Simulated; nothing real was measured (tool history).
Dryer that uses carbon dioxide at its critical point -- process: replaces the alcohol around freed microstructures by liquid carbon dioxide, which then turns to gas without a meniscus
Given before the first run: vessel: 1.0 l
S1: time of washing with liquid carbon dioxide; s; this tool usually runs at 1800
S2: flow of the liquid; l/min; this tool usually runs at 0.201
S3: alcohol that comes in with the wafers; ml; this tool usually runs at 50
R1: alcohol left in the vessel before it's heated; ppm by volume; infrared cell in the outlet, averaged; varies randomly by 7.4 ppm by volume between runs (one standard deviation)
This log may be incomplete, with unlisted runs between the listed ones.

run	hour	S1	S2	S3	R1
1	0	1800	0.201	50	651
2	34.6	1800	0.237	50	365
3	62.1	1800	0.24	50	342
4	86.8	1800	0.24	50	334
5	122.1	1800	0.24	50	358
6	149.1	1620	0.201	50	991
7	184.1	1620	0.201	50	1011
8	226	1620	0.201	50	1015
9	245.8	1620	0.201	50	1025
10	288.7	1620	0.201	50	1018
11	313.1	1800	0.201	50	734
12	332.5	1800	0.201	50	728
13	378.5	1800	0.201	50	695
# hour 400.2: inlet filter changed
14	426.6	1800	0.201	50	505
15	469.1	1800	0.201	58	558
16	505	1800	0.201	58	579
17	530.1	1800	0.201	58	585
18	554.8	1800	0.201	58	566
19	581.5	1620	0.214	58	701
20	623.2	1380	0.214	119	2454
21	663.2	1800	0.189	50	670
22	696.5	1800	0.189	50	686
23	720.9	2700	0.159	50	298
24	743.2	2700	0.159	50	304
25	777.7	2820	0.159	103	394
26	825.7	1800	0.183	41	679
27	871	1320	0.288	22	310
28	894.2	1800	0.201	50	594
29	924.3	1740	0.236	70	477
# hour 947.7: purifier's bed changed
30	975.6	2640	0.285	62	9
31	1011.2	1680	0.211	50	500
32	1033.9	2280	0.147	51	629
33	1060.8	1260	0.255	29	474
34	1099.8	2040	0.255	29	45
35	1132.3	1800	0.228	24	141

Pick out some run-to-run changes in R1. Of each, how much would a tool without hidden state show as well, from the settings, what came in and chance, and how much is left for the hidden state and any gauge scatter not in both results compared?
Unlogged tool condition in this case: flow that reaches the vessel past the clogged filter, %; alcohol in the recycled carbon dioxide, ppm; drift of the gauge itself on alcohol_ppm, %.
Run 5 -> 6: S1 1800 -> 1620, S2 0.24 -> 0.201. R1 +633 ppm by volume: hidden state +191, all else +442.
Run 13 -> 14: inlet filter changed. R1 -190 ppm by volume: hidden state -214, all else +24.
Run 19 -> 20: S1 1620 -> 1380, S3 58 -> 119. R1 +1753 ppm by volume: hidden state +126, all else +1627.
Run 20 -> 21: S1 1380 -> 1800, S2 0.214 -> 0.189, S3 119 -> 50. R1 -1784 ppm by volume: hidden state -114, all else -1670.
Run 29 -> 30: S1 1740 -> 2640, S2 0.236 -> 0.285, S3 70 -> 62, purifier's bed changed. R1 -468 ppm by volume: hidden state -204, all else -264.
